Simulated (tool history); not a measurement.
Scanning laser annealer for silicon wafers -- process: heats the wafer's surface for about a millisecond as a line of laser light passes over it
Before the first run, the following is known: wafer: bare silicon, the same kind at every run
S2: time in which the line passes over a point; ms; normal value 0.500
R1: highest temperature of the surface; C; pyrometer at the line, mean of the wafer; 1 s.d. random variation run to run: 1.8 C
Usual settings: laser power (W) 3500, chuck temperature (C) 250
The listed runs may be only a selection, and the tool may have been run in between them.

{"run": 1, "day": 0.0, "laser power (W)": 3500, "S2": 0.5, "chuck temperature (C)": 250, "R1": 969}
{"run": 2, "day": 2.467, "laser power (W)": 3402, "S2": 0.5, "chuck temperature (C)": 250, "R1": 945}
{"run": 3, "day": 4.583, "laser power (W)": 3500, "S2": 0.5, "chuck temperature (C)": 250, "R1": 967}
{"run": 4, "day": 6.538, "laser power (W)": 3443, "S2": 0.5, "chuck temperature (C)": 250, "R1": 949}
{"run": 5, "day": 8.888, "laser power (W)": 3443, "S2": 0.5, "chuck temperature (C)": 250, "R1": 953}
{"run": 6, "day": 10.404, "laser power (W)": 3500, "S2": 0.464, "chuck temperature (C)": 250, "R1": 940}
{"run": 7, "day": 12.917, "laser power (W)": 3500, "S2": 0.464, "chuck temperature (C)": 250, "R1": 939}
{"run": 8, "day": 14.75, "laser power (W)": 3500, "S2": 0.464, "chuck temperature (C)": 250, "R1": 940}
{"run": 9, "day": 17.062, "laser power (W)": 3500, "S2": 0.464, "chuck temperature (C)": 250, "R1": 939}
{"run": 10, "day": 18.75, "laser power (W)": 3500, "S2": 0.464, "chuck temperature (C)": 250, "R1": 934}
{"run": 11, "day": 19.85, "laser power (W)": 3500, "S2": 0.464, "chuck temperature (C)": 250, "R1": 935}
{"run": 12, "day": 21.942, "laser power (W)": 3500, "S2": 0.464, "chuck temperature (C)": 250, "R1": 933}
{"run": 13, "day": 23.479, "laser power (W)": 3500, "S2": 0.464, "chuck temperature (C)": 256, "R1": 938}
{"run": 14, "day": 26.092, "laser power (W)": 3500, "S2": 0.464, "chuck temperature (C)": 256, "R1": 937}
{"run": 15, "day": 28.142, "laser power (W)": 3500, "S2": 0.5, "chuck temperature (C)": 240, "R1": 944}
{"run": 16, "day": 30.608, "laser power (W)": 3500, "S2": 0.5, "chuck temperature (C)": 240, "R1": 939}
{"run": 17, "day": 33.525, "laser power (W)": 3500, "S2": 0.5, "chuck temperature (C)": 250, "R1": 964}
{"run": 18, "day": 35.779, "laser power (W)": 3500, "S2": 0.5, "chuck temperature (C)": 250, "R1": 959}
{"run": 19, "day": 37.2, "laser power (W)": 3500, "S2": 0.5, "chuck temperature (C)": 271, "R1": 984}
{"run": 20, "day": 39.671, "laser power (W)": 3500, "S2": 0.5, "chuck temperature (C)": 241, "R1": 950}
{"run": 21, "day": 42.329, "laser power (W)": 3379, "S2": 0.587, "chuck temperature (C)": 268, "R1": 1004}
{"run": 22, "day": 44.012, "laser power (W)": 3254, "S2": 0.477, "chuck temperature (C)": 228, "R1": 869}
{"run": 23, "day": 45.992, "laser power (W)": 3254, "S2": 0.477, "chuck temperature (C)": 225, "R1": 862}
{"run": 24, "day": 47.158, "laser power (W)": 3254, "S2": 0.477, "chuck temperature (C)": 225, "R1": 865}
{"run": 25, "day": 48.542, "laser power (W)": 3030, "S2": 0.477, "chuck temperature (C)": 225, "R1": 815}
{"run": 26, "day": 49.696, "laser power (W)": 3097, "S2": 0.429, "chuck temperature (C)": 250, "R1": 823}
{"run": 27, "day": 50.988, "laser power (W)": 3097, "S2": 0.429, "chuck temperature (C)": 250, "R1": 823}
{"run": 28, "day": 53.233, "laser power (W)": 3500, "S2": 0.408, "chuck temperature (C)": 214, "R1": 854}
{"run": 29, "day": 55.317, "laser power (W)": 3794, "S2": 0.5, "chuck temperature (C)": 250, "R1": 1019}
{"run": 30, "day": 57.079, "laser power (W)": 3794, "S2": 0.5, "chuck temperature (C)": 250, "R1": 1015}
{"run": 31, "day": 58.562, "laser power (W)": 3636, "S2": 0.476, "chuck temperature (C)": 236, "R1": 948}
{"run": 32, "day": 61.283, "laser power (W)": 3836, "S2": 0.5, "chuck temperature (C)": 250, "R1": 1023}
{"run": 33, "day": 63.975, "laser power (W)": 3515, "S2": 0.575, "chuck temperature (C)": 216, "R1": 992}
{"run": 34, "day": 66.392, "laser power (W)": 3515, "S2": 0.575, "chuck temperature (C)": 216, "R1": 989}
{"run": 35, "day": 67.758, "laser power (W)": 3466, "S2": 0.5, "chuck temperature (C)": 265, "R1": 984}
{"run": 36, "day": 69.708, "laser power (W)": 3597, "S2": 0.556, "chuck temperature (C)": 263, "R1": 1045}
{"run": 37, "day": 71.846, "laser power (W)": 3597, "S2": 0.556, "chuck temperature (C)": 263, "R1": 1039}
{"run": 38, "day": 73.288, "laser power (W)": 3597, "S2": 0.556, "chuck temperature (C)": 263, "R1": 1043}
{"run": 39, "day": 74.75, "laser power (W)": 3343, "S2": 0.556, "chuck temperature (C)": 264, "R1": 984}
{"run": 40, "day": 77.421, "laser power (W)": 3248, "S2": 0.613, "chuck temperature (C)": 264, "R1": 992}

Put back what was entered between runs (3 entries, withheld): which listed runs does each sit between, and how does the hidden state differ from the listed run before to the listed run after?
From run 14 to run 15: optics aligned, line set to its width (day 26.454)
  light that passes the window, % of a clean one's: 98.32 -> 98.21; laser's true power over the reading, %: 1.28 -> 1.3; width of the line over the set one, %: 2.7 -> 3.14
  difference, measured minus the result without the unlogged condition, R1: -15 -> -17 C
From run 16 to run 17: optics aligned, line set to its width, once more (day 32.888)
  light that passes the window, % of a clean one's: 98.08 -> 97.92; laser's true power over the reading, %: 1.33 -> 1.35; width of the line over the set one, %: 3.23 -> 0.23
  difference, measured minus the result without the unlogged condition, R1: -19 -> -7 C
From run 32 to run 33: window over the wafer cleaned (day 63.196)
  light that passes the window, % of a clean one's: 96.28 -> 99.8; laser's true power over the reading, %: 1.63 -> 1.65; width of the line over the set one, %: 1.2 -> 1.29
  difference, measured minus the result without the unlogged condition, R1: -24 -> +6 C
